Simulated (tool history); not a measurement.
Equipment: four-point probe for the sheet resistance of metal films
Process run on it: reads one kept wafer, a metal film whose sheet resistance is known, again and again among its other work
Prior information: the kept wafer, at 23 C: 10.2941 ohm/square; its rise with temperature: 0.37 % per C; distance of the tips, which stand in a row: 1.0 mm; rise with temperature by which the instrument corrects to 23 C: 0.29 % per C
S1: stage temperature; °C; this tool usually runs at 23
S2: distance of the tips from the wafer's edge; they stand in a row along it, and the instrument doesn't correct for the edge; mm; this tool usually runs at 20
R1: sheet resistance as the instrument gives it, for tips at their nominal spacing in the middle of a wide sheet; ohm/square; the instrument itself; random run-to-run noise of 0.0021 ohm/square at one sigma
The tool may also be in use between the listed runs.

run    hour  S1  S2         R1
  1       0  23  20   10.41784
  2    66.3  18  20  10.375639
  3   114.3  23  20  10.418769
  4   172.2  23  20  10.416261
  5     228  23  20  10.420395
  6   332.2  23  20  10.422487
      399.5  -- stage's thermometer calibrated
  7   399.5  23  20  10.431688
  8   459.7  24  20   10.44071
  9   521.5  24  20  10.441186
 10   570.7  24  20  10.440514
 11   643.2  24  20  10.441259
 12   725.9  23  18  10.436959
 13   820.4  23  18   10.43764
 14   883.2  23  20   10.43503
 15   946.7  19   6  10.548188
      991.8  -- stage's thermometer calibrated, once more
 16  1023.4  19   6  10.515933
 17  1090.8  33   7  10.586641
 18  1187.1  33   7   10.59046
 19    1230  20   4  10.710401
     1246.3  -- new probe head fitted
 20  1301.4  29   3  10.923622
 21  1365.2  29   3  10.922342
 22  1418.2  20  26  10.279967
 23    1513  23  41  10.303781
 24  1555.6  27  20  10.345175
 25  1650.8  26  64  10.327195
 26  1719.4  22   5  10.512544
 27  1787.3  22   5  10.513515
 28  1887.6  22   5  10.517203

Predict each of these 3 candidate next runs independently; none follows another, all start after run 28:
  A  1987.1  24   9   ?
  B  1987.1  30  22   ?
  C  1987.1  22  24   ?

run         R1
  A  10.381709
  B  10.376586
  C  10.305411
With no hidden state in the tool, these same runs would have given:
run         R1
  A   10.36737
  B  10.362394
  C  10.291125

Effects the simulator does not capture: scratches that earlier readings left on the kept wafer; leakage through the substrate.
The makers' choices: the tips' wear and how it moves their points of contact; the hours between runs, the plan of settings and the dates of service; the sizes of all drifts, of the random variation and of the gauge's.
